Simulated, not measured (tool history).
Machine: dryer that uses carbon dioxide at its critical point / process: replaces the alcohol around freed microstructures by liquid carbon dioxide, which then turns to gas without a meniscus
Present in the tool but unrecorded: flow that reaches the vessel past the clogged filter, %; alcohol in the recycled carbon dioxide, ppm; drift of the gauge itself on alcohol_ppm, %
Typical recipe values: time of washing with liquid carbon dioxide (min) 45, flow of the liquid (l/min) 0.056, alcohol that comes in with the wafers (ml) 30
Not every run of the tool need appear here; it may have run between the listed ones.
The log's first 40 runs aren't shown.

run,hour,time of washing with liquid carbon dioxide (min),flow of the liquid (l/min),alcohol that comes in with the wafers (ml),hours of work since the filter was changed,hours of work since the purifier's bed was changed,alcohol left in the vessel before it's heated (ppm by volume)
# hour 1914: inlet filter changed
41,1914.8,36,0.0923,31,0,677,219
42,1949.8,36,0.0547,31,12,689,1497
43,1983.6,45,0.0752,108,24,701,451
44,2027.4,45,0.0752,108,39,716,479
45,2054.2,45,0.0913,30,48,725,178
46,2090.1,42,0.0908,112,61,738,302
47,2144.4,43,0.0908,76,80,757,248
48,2191,72,0.0413,42,96,773,595

Consider 3 possible next runs. They are alternatives, not a sequence: every one starts from the tool as it was left by run 48. What does each give?
A,2249.6,29,0.0642,38,116,793,?
B,2249.6,29,0.087,52,116,793,?
C,2249.6,35,0.0413,42,116,793,?

run,alcohol left in the vessel before it's heated (ppm by volume)
A,2817
B,1184
C,7137
With the hidden condition removed and each run's random variation left untouched, the same runs would have given:
run,alcohol left in the vessel before it's heated (ppm by volume)
A,1858
B,625
C,5323
